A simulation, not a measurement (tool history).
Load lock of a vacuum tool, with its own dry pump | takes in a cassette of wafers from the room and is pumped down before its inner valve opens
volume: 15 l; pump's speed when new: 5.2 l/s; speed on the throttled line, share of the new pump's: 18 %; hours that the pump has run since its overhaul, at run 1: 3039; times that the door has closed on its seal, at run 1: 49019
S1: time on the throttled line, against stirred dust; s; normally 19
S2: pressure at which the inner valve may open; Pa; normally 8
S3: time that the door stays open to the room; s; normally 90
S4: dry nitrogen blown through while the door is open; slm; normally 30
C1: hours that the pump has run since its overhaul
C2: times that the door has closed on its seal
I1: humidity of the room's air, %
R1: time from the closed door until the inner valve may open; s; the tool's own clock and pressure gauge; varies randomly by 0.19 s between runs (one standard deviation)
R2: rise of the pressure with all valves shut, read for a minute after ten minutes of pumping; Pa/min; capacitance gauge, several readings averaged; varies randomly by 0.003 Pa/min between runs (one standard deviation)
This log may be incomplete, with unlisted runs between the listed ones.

run 1 hour=0.0 | S1=19 S2=8 S3=90 S4=30 | C1=3039 C2=49019 | I1=47.8 | R1=44.1 R2=0.300
run 2 hour=134.9 | S1=26 S2=8 S3=90 S4=30 | C1=3174 C2=49624 | I1=45.3 | R1=49.9 R2=0.297
run 3 hour=288.7 | S1=26 S2=8 S3=90 S4=30 | C1=3327 C2=50314 | I1=46.1 | R1=49.7 R2=0.309
run 4 hour=391.8 | S1=19 S2=8 S3=90 S4=30 | C1=3430 C2=50777 | I1=41.8 | R1=44.0 R2=0.301
run 5 hour=517.1 | S1=19 S2=8 S3=90 S4=30 | C1=3556 C2=51339 | I1=43.7 | R1=44.0 R2=0.315
run 6 hour=651.3 | S1=19 S2=8 S3=90 S4=30 | C1=3690 C2=51941 | I1=43.3 | R1=43.8 R2=0.312
run 7 hour=739.9 | S1=19 S2=8 S3=90 S4=30 | C1=3779 C2=52338 | I1=48.1 | R1=43.9 R2=0.320
run 8 hour=821.7 | S1=19 S2=8 S3=90 S4=30 | C1=3860 C2=52705 | I1=46.7 | R1=44.2 R2=0.330
run 9 hour=955.8 | S1=19 S2=8 S3=90 S4=30 | C1=3994 C2=53307 | I1=43.0 | R1=44.0 R2=0.329
run 10 hour=1105.7 | S1=19 S2=8 S3=90 S4=30 | C1=4144 C2=53980 | I1=42.2 | R1=44.2 R2=0.334
run 11 hour=1240.7 | S1=19 S2=8 S3=90 S4=30 | C1=4279 C2=54586 | I1=46.2 | R1=44.3 R2=0.339
run 12 hour=1394.4 | S1=19 S2=15 S3=90 S4=30 | C1=4433 C2=55275 | I1=45.3 | R1=41.8 R2=0.346
run 13 hour=1558.0 | S1=19 S2=15 S3=90 S4=30 | C1=4597 C2=56009 | I1=44.5 | R1=42.2 R2=0.354
run 14 hour=1683.9 | S1=11 S2=15 S3=90 S4=30 | C1=4723 C2=56574 | I1=44.0 | R1=35.2 R2=0.355
run 15 hour=1787.6 | S1=28 S2=8 S3=90 S4=13 | C1=4826 C2=57039 | I1=43.2 | R1=51.4 R2=0.378
run 16 hour=1901.2 | S1=28 S2=8 S3=90 S4=13 | C1=4940 C2=57549 | I1=43.2 | R1=51.6 R2=0.384
run 17 hour=1980.7 | S1=28 S2=8 S3=90 S4=13 | C1=5019 C2=57905 | I1=48.2 | R1=51.5 R2=0.399
run 18 hour=2099.0 | S1=28 S2=16 S3=42 S4=5 | C1=5138 C2=58436 | I1=43.9 | R1=49.5 R2=0.375
run 19 hour=2181.5 | S1=28 S2=16 S3=42 S4=8 | C1=5220 C2=58806 | I1=44.1 | R1=49.1 R2=0.379
run 20 hour=2305.5 | S1=28 S2=16 S3=27 S4=8 | C1=5344 C2=59363 | I1=43.9 | R1=49.5 R2=0.366
run 21 hour=2454.1 | S1=31 S2=8 S3=90 S4=11 | C1=5493 C2=60030 | I1=45.4 | R1=53.7 R2=0.414
run 22 hour=2532.3 | S1=31 S2=8 S3=90 S4=11 | C1=5571 C2=60381 | I1=47.5 | R1=54.1 R2=0.424
run 23 hour=2676.7 | S1=31 S2=8 S3=90 S4=11 | C1=5715 C2=61029 | I1=44.6 | R1=54.3 R2=0.419
run 24 hour=2759.6 | S1=37 S2=9 S3=33 S4=7 | C1=5798 C2=61400 | I1=46.4 | R1=58.5 R2=0.386
run 25 hour=2830.4 | S1=27 S2=7 S3=26 S4=9 | C1=5869 C2=61718 | I1=43.2 | R1=51.0 R2=0.383
run 26 hour=2920.6 | S1=19 S2=8 S3=127 S4=30 | C1=5959 C2=62123 | I1=45.1 | R1=44.5 R2=0.408
run 27 hour=3076.0 | S1=19 S2=8 S3=79 S4=4 | C1=6115 C2=62820 | I1=48.0 | R1=44.5 R2=0.462
run 28 hour=3163.0 | S1=19 S2=9 S3=79 S4=4 | C1=6202 C2=63210 | I1=44.1 | R1=44.1 R2=0.443

Here are 3 independent what-if runs from the current tool condition. What would each one return?
run A hour=3333.4 | S1=26 S2=8 S3=139 S4=10 | C1=6372 C2=63975 | I1=45.0 | R1=? R2=?
run B hour=3333.4 | S1=31 S2=12 S3=99 S4=30 | C1=6372 C2=63975 | I1=48.7 | R1=? R2=?
run C hour=3333.4 | S1=19 S2=8 S3=125 S4=20 | C1=6372 C2=63975 | I1=42.6 | R1=? R2=?

run=A R1=50.4 R2=0.480
run=B R1=52.8 R2=0.425
run=C R1=44.3 R2=0.441
What these runs would have given with no unlogged condition in the tool:
run=A R1=49.0 R2=0.115
run=B R1=51.4 R2=0.060
run=C R1=42.7 R2=0.075
